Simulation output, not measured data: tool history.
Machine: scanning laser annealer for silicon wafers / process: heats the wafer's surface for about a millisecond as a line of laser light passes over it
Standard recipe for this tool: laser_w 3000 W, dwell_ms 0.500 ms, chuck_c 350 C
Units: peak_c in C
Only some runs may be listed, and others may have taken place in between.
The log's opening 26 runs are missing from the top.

{"run": 27, "hour": 193.0, "laser_w": 3000, "dwell_ms": 0.357, "chuck_c": 322, "peak_c": 907}
{"run": 28, "hour": 202.3, "laser_w": 2667, "dwell_ms": 0.483, "chuck_c": 373, "peak_c": 978}
{"run": 29, "hour": 208.9, "laser_w": 3182, "dwell_ms": 0.475, "chuck_c": 364, "peak_c": 1073}
{"run": 30, "hour": 220.0, "laser_w": 2891, "dwell_ms": 0.5, "chuck_c": 376, "peak_c": 1036}
{"run": 31, "hour": 230.8, "laser_w": 2984, "dwell_ms": 0.436, "chuck_c": 346, "peak_c": 985}
{"run": 32, "hour": 240.7, "laser_w": 3083, "dwell_ms": 0.361, "chuck_c": 350, "peak_c": 951}
{"run": 33, "hour": 246.2, "laser_w": 2561, "dwell_ms": 0.399, "chuck_c": 328, "peak_c": 853}
{"run": 34, "hour": 253.8, "laser_w": 2561, "dwell_ms": 0.399, "chuck_c": 328, "peak_c": 852}
{"run": 35, "hour": 262.0, "laser_w": 3000, "dwell_ms": 0.445, "chuck_c": 329, "peak_c": 974}
{"run": 36, "hour": 268.5, "laser_w": 2762, "dwell_ms": 0.543, "chuck_c": 324, "peak_c": 977}
{"run": 37, "hour": 277.9, "laser_w": 2762, "dwell_ms": 0.539, "chuck_c": 316, "peak_c": 967}
{"run": 38, "hour": 285.7, "laser_w": 2762, "dwell_ms": 0.539, "chuck_c": 316, "peak_c": 967}
{"run": 39, "hour": 291.2, "laser_w": 2762, "dwell_ms": 0.539, "chuck_c": 316, "peak_c": 972}
{"run": 40, "hour": 299.4, "laser_w": 2973, "dwell_ms": 0.415, "chuck_c": 358, "peak_c": 977}

Here are 5 independent what-if runs from the current tool condition. What would each one return?
{"run": "A", "hour": 304.0, "laser_w": 2858, "dwell_ms": 0.516, "chuck_c": 382, "peak_c": "?"}
{"run": "B", "hour": 304.0, "laser_w": 2633, "dwell_ms": 0.354, "chuck_c": 378, "peak_c": "?"}
{"run": "C", "hour": 304.0, "laser_w": 2870, "dwell_ms": 0.411, "chuck_c": 313, "peak_c": "?"}
{"run": "D", "hour": 304.0, "laser_w": 3240, "dwell_ms": 0.5, "chuck_c": 333, "peak_c": "?"}
{"run": "E", "hour": 304.0, "laser_w": 2601, "dwell_ms": 0.415, "chuck_c": 378, "peak_c": "?"}

run=A peak_c=1044
run=B peak_c=887
run=C peak_c=907
run=D peak_c=1070
run=E peak_c=917
Without the tool's hidden state the same runs would have given:
run=A peak_c=1067
run=B peak_c=904
run=C peak_c=928
run=D peak_c=1095
run=E peak_c=936

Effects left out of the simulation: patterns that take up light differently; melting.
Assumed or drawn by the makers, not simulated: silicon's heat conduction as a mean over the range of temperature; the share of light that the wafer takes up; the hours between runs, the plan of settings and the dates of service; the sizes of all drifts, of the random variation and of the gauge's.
